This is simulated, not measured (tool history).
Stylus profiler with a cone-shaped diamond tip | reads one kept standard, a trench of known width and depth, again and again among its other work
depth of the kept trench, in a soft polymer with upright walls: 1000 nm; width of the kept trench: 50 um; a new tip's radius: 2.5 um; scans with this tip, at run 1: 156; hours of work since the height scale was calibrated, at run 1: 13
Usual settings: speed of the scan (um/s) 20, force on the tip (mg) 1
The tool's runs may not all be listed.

run,hour,speed of the scan (um/s),force on the tip (mg),scans with this tip,hours of work since the height scale was calibrated,depth of the trench (nm),width of the trench's floor (µm)
1,0,20,1,156,13,1007.73,45.84
2,7.5,20,1,196,16,1007.61,45.88
3,17.3,20,1,249,20,1007.66,45.86
4,29.1,20,1,313,25,1007.53,45.91
5,38.2,20,1,362,29,1007.45,45.93
6,51.7,20,1,435,35,1007.92,45.89
7,64.5,20,1,504,41,1007.83,45.87
8,75.2,20,2.19,561,45,1012.67,45.96
9,89.4,20,2.19,638,52,1012.83,45.93
10,105.4,20,2.19,725,58,1012.88,45.9
11,115.5,20,2.19,779,63,1012.55,45.98
12,129.1,20,1.14,853,69,1008.22,45.89
13,139.2,20,1,907,73,1007.7,45.91
14,154.9,20,1,991,80,1007.61,45.89
15,167.2,20,1,1058,85,1007.43,45.86
16,182.7,20,1.84,1142,92,1011.77,46
17,194.9,20,1.84,1208,98,1011.63,45.9
18,203.1,20,1,1252,101,1007.82,45.89
19,214.4,20,1,1313,106,1007.67,45.88
20,227.1,52,1,1381,112,1007.57,45.7
21,238.7,52,1,1444,117,1007.58,45.71
22,254.1,20,0.96,1527,123,1007.2,45.86
23,267.2,20,0.96,1598,129,1007.21,45.88
24,277.9,20,2.64,1656,134,1014.55,45.88
25,291,20,2.64,1727,139,1014.81,45.97
26,307.9,34,1.06,1818,147,1007.96,45.8
27,320.6,17,0.83,1886,152,1006.62,45.91
28,336,17,0.83,1969,159,1006.7,45.82
29,353.6,19,0.58,2065,167,1004.99,45.91
30,362.1,19,0.58,2110,170,1005.27,45.84
31,373,10,0.73,2169,175,1005.98,45.98
32,383.3,6,0.71,2225,180,1005.98,45.96
33,394.9,44,1.16,2287,185,1008.33,45.72
34,406.6,44,1.16,2351,190,1008.37,45.81
35,416.1,44,0.4,2402,194,1003.87,45.7
36,430.8,15,0.91,2481,200,1007.66,45.94
37,446.5,38,1.16,2566,207,1008.49,45.82
38,460.5,38,1.16,2641,213,1008.4,45.85
39,468.4,8,1.46,2684,217,1009.66,45.93
40,484.8,8,1.46,2772,224,1009.71,45.95
41,493.5,17,0.51,2820,228,1004.45,45.85
42,502.4,38,0.39,2868,232,1004.07,45.67
43,516.4,19,0.36,2943,238,1003.58,45.8
44,529.6,48,0.53,3014,243,1004.9,45.63
45,544.7,48,0.53,3096,250,1004.73,45.69
46,557.2,8,1,3163,255,1007.58,45.96

Forecast each of these 3 alternatives for the next run:
A,565.6,7,2.82,3209,259,?,?
B,565.6,12,0.41,3209,259,?,?
C,565.6,20,2.1,3209,259,?,?

run,depth of the trench (nm),width of the trench's floor (µm)
A,1015.49,45.98
B,1004.25,45.88
C,1012.51,45.92
Without the tool's hidden state the same runs would have given:
run,depth of the trench (nm),width of the trench's floor (µm)
A,1015.49,45.99
B,1004.24,45.88
C,1012.5,45.92
